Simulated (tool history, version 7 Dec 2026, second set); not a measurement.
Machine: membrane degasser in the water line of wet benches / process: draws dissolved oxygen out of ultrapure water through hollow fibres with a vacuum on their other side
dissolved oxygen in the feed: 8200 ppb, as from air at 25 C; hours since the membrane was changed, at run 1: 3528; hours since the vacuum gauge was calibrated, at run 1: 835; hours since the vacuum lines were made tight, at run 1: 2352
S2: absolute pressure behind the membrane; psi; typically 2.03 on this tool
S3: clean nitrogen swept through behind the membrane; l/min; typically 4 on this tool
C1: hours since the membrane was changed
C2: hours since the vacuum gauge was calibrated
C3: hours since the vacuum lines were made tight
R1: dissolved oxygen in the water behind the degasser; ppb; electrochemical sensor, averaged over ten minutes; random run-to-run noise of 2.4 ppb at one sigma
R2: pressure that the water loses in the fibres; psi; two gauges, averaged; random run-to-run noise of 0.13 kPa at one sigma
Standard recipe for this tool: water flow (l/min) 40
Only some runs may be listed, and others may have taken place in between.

Run 1, hour 0: usual settings; C1 3528; C2 835; C3 2352. Result: R1 393.8 ppb, R2 5.298 psi.
Run 2, hour 67.7: usual settings; C1 3596; C2 903; C3 2420. Result: R1 393.9 ppb, R2 5.321 psi.
Run 3, hour 149.2: usual settings; C1 3677; C2 984; C3 2501. Result: R1 395.6 ppb, R2 5.326 psi.
Run 4, hour 229: usual settings but water flow (l/min) 30; C1 3757; C2 1064; C3 2581. Result: R1 244.2 ppb, R2 3.984 psi.
Run 5, hour 302: usual settings but water flow (l/min) 30; C1 3830; C2 1137; C3 2654. Result: R1 240 ppb, R2 3.99 psi.
Run 6, hour 382.6: usual settings but water flow (l/min) 30, S3 1.79 l/min; C1 3911; C2 1218; C3 2735. Result: R1 443.2 ppb, R2 3.948 psi.
Run 7, hour 483.9: usual settings but water flow (l/min) 30, S3 1.79 l/min; C1 4012; C2 1319; C3 2836. Result: R1 437.7 ppb, R2 3.989 psi.
Run 8, hour 541.8: usual settings but water flow (l/min) 43; C1 4070; C2 1377; C3 2894. Result: R1 452 ppb, R2 5.703 psi.
Run 9, hour 628.4: usual settings but water flow (l/min) 43, S2 4.13 psi; C1 4156; C2 1463; C3 2981. Result: R1 765.5 ppb, R2 5.714 psi.
Run 10, hour 688.1: usual settings; C1 4216; C2 1523; C3 3040. Result: R1 393.7 ppb, R2 5.317 psi.
Run 11, hour 781.4: usual settings; C1 4309; C2 1616; C3 3134. Result: R1 397.3 ppb, R2 5.261 psi.
Run 12, hour 874: usual settings but water flow (l/min) 42; C1 4402; C2 1709; C3 3226. Result: R1 428.5 ppb, R2 5.578 psi.
Run 13, hour 965.9: usual settings but water flow (l/min) 42; C1 4494; C2 1801; C3 3318. Result: R1 429.7 ppb, R2 5.555 psi.
Run 14, hour 1016.7: usual settings but water flow (l/min) 42; C1 4545; C2 1852; C3 3369. Result: R1 437 ppb, R2 5.577 psi.
Run 15, hour 1074.8: usual settings but water flow (l/min) 42, S2 1.55 psi; C1 4603; C2 1910; C3 3427. Result: R1 356.3 ppb, R2 5.575 psi.
Run 16, hour 1153: usual settings but water flow (l/min) 42, S2 1.55 psi; C1 4681; C2 1988; C3 3505. Result: R1 360.9 ppb, R2 5.596 psi.
Run 17, hour 1246: usual settings but water flow (l/min) 42, S2 1.55 psi; C1 4774; C2 2081; C3 3598. Result: R1 355.8 ppb, R2 5.551 psi.
Run 18, hour 1346: usual settings but water flow (l/min) 52, S2 1.23 psi, S3 2.76 l/min; C1 4874; C2 2181; C3 3698. Result: R1 545.5 ppb, R2 6.899 psi.
Run 19, hour 1402.7: usual settings but water flow (l/min) 29, S2 1.7 psi, S3 7.33 l/min; C1 4931; C2 2238; C3 3755. Result: R1 127.3 ppb, R2 3.868 psi.
Run 20, hour 1476.7: usual settings but water flow (l/min) 38, S2 2.52 psi, S3 10.34 l/min; C1 5005; C2 2312; C3 3829. Result: R1 255.6 ppb, R2 5.072 psi.
Run 21, hour 1528.8: usual settings but S2 2.76 psi; C1 5057; C2 2364; C3 3881. Result: R1 513 ppb, R2 5.305 psi.
Run 22, hour 1589.8: usual settings but S2 2.76 psi; C1 5118; C2 2425; C3 3942. Result: R1 503.7 ppb, R2 5.323 psi.
Run 23, hour 1668.5: usual settings but S2 1.39 psi, S3 4.52 l/min; C1 5196; C2 2503; C3 4021. Result: R1 289.9 ppb, R2 5.313 psi.
Run 24, hour 1731.2: usual settings but S2 1.39 psi, S3 4.52 l/min; C1 5259; C2 2566; C3 4083. Result: R1 287 ppb, R2 5.334 psi.
Run 25, hour 1788.1: usual settings but S2 4.29 psi, S3 5.85 l/min; C1 5316; C2 2623; C3 4140. Result: R1 560.6 ppb, R2 5.356 psi.
Run 26, hour 1832.6: usual settings but water flow (l/min) 30, S2 1.74 psi, S3 4.64 l/min; C1 5361; C2 2668; C3 4185. Result: R1 188.4 ppb, R2 4.033 psi.

Run 27 comes next. What will it give?
Run 27, hour 1929.1: usual settings but S2 3.15 psi, S3 5.39 l/min; C1 5457; C2 2764; C3 4281. Result: R1 ?, R2 ?.

Logged for run 27: R1 465.4 ppb, R2 5.314 psi.
Had the tool carried no hidden state, the very same run would have given R1 449.7 ppb, R2 5.204 psi.

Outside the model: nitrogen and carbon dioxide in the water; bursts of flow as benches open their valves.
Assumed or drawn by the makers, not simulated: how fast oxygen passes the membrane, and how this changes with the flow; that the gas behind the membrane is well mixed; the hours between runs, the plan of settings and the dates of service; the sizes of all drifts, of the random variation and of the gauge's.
